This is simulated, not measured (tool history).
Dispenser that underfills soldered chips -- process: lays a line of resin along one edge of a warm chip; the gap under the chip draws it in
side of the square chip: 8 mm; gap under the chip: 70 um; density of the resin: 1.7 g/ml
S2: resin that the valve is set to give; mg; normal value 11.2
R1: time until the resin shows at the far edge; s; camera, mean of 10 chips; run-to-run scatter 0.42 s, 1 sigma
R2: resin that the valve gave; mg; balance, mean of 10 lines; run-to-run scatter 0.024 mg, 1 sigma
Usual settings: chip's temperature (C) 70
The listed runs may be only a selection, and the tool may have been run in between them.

Run 1, day 0.000: usual settings. Result: R1 45.2 s, R2 11.04 mg.
At day 0.108: new syringe of resin.
Run 2, day 0.183: usual settings. Result: R1 32.4 s, R2 11.04 mg.
Run 3, day 0.438: usual settings. Result: R1 43.7 s, R2 10.96 mg.
At day 0.562: new syringe of resin.
Run 4, day 0.625: usual settings but S2 13.4 mg. Result: R1 31.5 s, R2 13.13 mg.
Run 5, day 0.750: usual settings but chip's temperature (C) 59. Result: R1 69.1 s, R2 10.94 mg.
At day 1.008: new syringe of resin.
Run 6, day 1.033: usual settings but chip's temperature (C) 66. Result: R1 37.6 s, R2 10.89 mg.
Run 7, day 1.171: usual settings but chip's temperature (C) 66. Result: R1 45.9 s, R2 10.84 mg.
Run 8, day 1.388: usual settings but chip's temperature (C) 66. Result: R1 57.8 s, R2 10.84 mg.
At day 1.475: new syringe of resin.
Run 9, day 1.608: usual settings. Result: R1 34.5 s, R2 10.86 mg.
Run 10, day 1.817: usual settings. Result: R1 44.7 s, R2 10.82 mg.
At day 1.925: new syringe of resin.
Run 11, day 1.996: usual settings. Result: R1 33.7 s, R2 10.83 mg.
Run 12, day 2.229: usual settings but chip's temperature (C) 68. Result: R1 48.6 s, R2 10.74 mg.
At day 2.388: new syringe of resin.
Run 13, day 2.408: usual settings but chip's temperature (C) 68, S2 12.6 mg. Result: R1 34.1 s, R2 12.13 mg.
Run 14, day 2.562: usual settings but chip's temperature (C) 68, S2 12.5 mg. Result: R1 41.8 s, R2 11.97 mg.
At day 2.800: dispensing valve cleaned and set on the balance.
Run 15, day 2.808: usual settings but chip's temperature (C) 82. Result: R1 24.7 s, R2 11.20 mg.
At day 2.879: new syringe of resin.
Run 16, day 3.075: usual settings but S2 10.9 mg. Result: R1 38.0 s, R2 10.89 mg.
Run 17, day 3.283: usual settings but S2 13.2 mg. Result: R1 48.3 s, R2 13.09 mg.
At day 3.333: new syringe of resin.
Run 18, day 3.462: usual settings but S2 13.2 mg. Result: R1 35.4 s, R2 13.11 mg.
Run 19, day 3.704: usual settings but S2 13.8 mg. Result: R1 46.2 s, R2 13.69 mg.
At day 3.783: new syringe of resin.
Run 20, day 3.988: usual settings but chip's temperature (C) 71, S2 13.8 mg. Result: R1 35.4 s, R2 13.62 mg.
At day 4.242: new syringe of resin.
Run 21, day 4.254: usual settings but chip's temperature (C) 71, S2 13.8 mg. Result: R1 28.7 s, R2 13.60 mg.
Run 22, day 4.512: usual settings but chip's temperature (C) 63, S2 10.8 mg. Result: R1 63.8 s, R2 10.60 mg.
Run 23, day 4.646: usual settings but chip's temperature (C) 80, S2 11.8 mg. Result: R1 28.6 s, R2 11.61 mg.
At day 4.696: new syringe of resin.
Run 24, day 4.879: usual settings but chip's temperature (C) 68, S2 13.1 mg. Result: R1 41.0 s, R2 12.86 mg.
Run 25, day 5.083: usual settings but chip's temperature (C) 76, S2 12.5 mg. Result: R1 33.9 s, R2 12.18 mg.
At day 5.154: new syringe of resin.
Run 26, day 5.329: usual settings but chip's temperature (C) 68. Result: R1 42.2 s, R2 10.87 mg.
Run 27, day 5.471: usual settings but chip's temperature (C) 68. Result: R1 50.4 s, R2 10.87 mg.
At day 5.617: new syringe of resin.
Run 28, day 5.779: usual settings but S2 11.3 mg. Result: R1 38.1 s, R2 10.91 mg.
Run 29, day 6.021: usual settings but chip's temperature (C) 64, S2 12.3 mg. Result: R1 68.2 s, R2 11.85 mg.
At day 6.079: new syringe of resin.
Run 30, day 6.321: usual settings but chip's temperature (C) 56, S2 10.0 mg. Result: R1 91.9 s, R2 9.61 mg.
Run 31, day 6.471: usual settings but chip's temperature (C) 82, S2 12.6 mg. Result: R1 25.2 s, R2 12.06 mg.
At day 6.525: new syringe of resin.
Run 32, day 6.683: usual settings but chip's temperature (C) 62, S2 9.9 mg. Result: R1 60.3 s, R2 9.49 mg.
Run 33, day 6.938: usual settings but chip's temperature (C) 62, S2 9.9 mg. Result: R1 80.7 s, R2 9.39 mg.
At day 6.979: new syringe of resin.
Run 34, day 7.179: usual settings but chip's temperature (C) 56, S2 11.4 mg. Result: R1 86.4 s, R2 10.86 mg.
At day 7.288: dispensing valve cleaned and set on the balance.
Run 35, day 7.450: usual settings but chip's temperature (C) 69, S2 11.7 mg. Result: R1 53.9 s, R2 11.67 mg.

What if the next run were any one of these 4? Each begins from the tool's condition after run 35:
At day 7.479: new syringe of resin.
Run A, day 7.700: usual settings but chip's temperature (C) 55, S2 12.0 mg. Result: R1 ?, R2 ?.
At day 7.479: new syringe of resin.
Run B, day 7.700: usual settings but chip's temperature (C) 72, S2 12.5 mg. Result: R1 ?, R2 ?.
At day 7.479: new syringe of resin.
Run C, day 7.700: usual settings but chip's temperature (C) 66, S2 10.0 mg. Result: R1 ?, R2 ?.
At day 7.479: new syringe of resin.
Run D, day 7.700: usual settings but S2 12.1 mg. Result: R1 ?, R2 ?.

run    R1     R2
  A  93.4  11.92
  B  35.9  12.41
  C  49.7   9.91
  D  39.6  12.02
Take away the tool's hidden state, keep each run's random variation, and the runs would have read:
run    R1     R2
  A  67.6  11.99
  B  26.3  12.49
  C  36.0   9.97
  D  28.9  12.09
